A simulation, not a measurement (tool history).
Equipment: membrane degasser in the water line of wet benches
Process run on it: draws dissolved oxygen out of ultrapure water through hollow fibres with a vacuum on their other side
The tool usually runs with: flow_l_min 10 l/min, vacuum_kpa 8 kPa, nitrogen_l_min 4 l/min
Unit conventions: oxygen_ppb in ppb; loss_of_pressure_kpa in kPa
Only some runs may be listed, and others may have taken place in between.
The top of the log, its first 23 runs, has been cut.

run	hour	flow_l_min	vacuum_kpa	nitrogen_l_min	hours since the membrane was changed	hours since the vacuum gauge was calibrated	hours since the vacuum lines were made tight	oxygen_ppb	loss_of_pressure_kpa
24	981	10	8	3.32	1900	78	4213	387.5	31.56
25	1042.8	12	11.34	4	1962	139	4275	494.2	38
26	1084	13	6.19	3.93	2003	181	4316	493.1	41.2
# hour 1124: vacuum gauge calibrated, once more
27	1125.4	9	6.19	3.93	2044	1	4357	326	28.44
28	1172.4	6	8.35	2.15	2091	48	4404	219.5	19.02
29	1208.8	10	18.61	2.32	2127	85	4441	511	32.09
30	1268.1	10	18.61	2.32	2186	144	4500	513.2	31.9
31	1301	10	7.65	1.95	2219	177	4533	407.8	31.75

What if the next run were any one of these 3? Each begins from the tool's condition after run 31:
A	1340.3	6	12.16	1.95	2259	216	4572	?	?
B	1340.3	10	8.79	1.95	2259	216	4572	?	?
C	1340.3	14	9.25	10.55	2259	216	4572	?	?

run	oxygen_ppb	loss_of_pressure_kpa
A	251.1	19.47
B	422	31.7
C	521.2	44.48
With no hidden state in the tool, these same runs would have given:
run	oxygen_ppb	loss_of_pressure_kpa
A	233.9	19.13
B	399.4	31.14
C	495.9	43.69
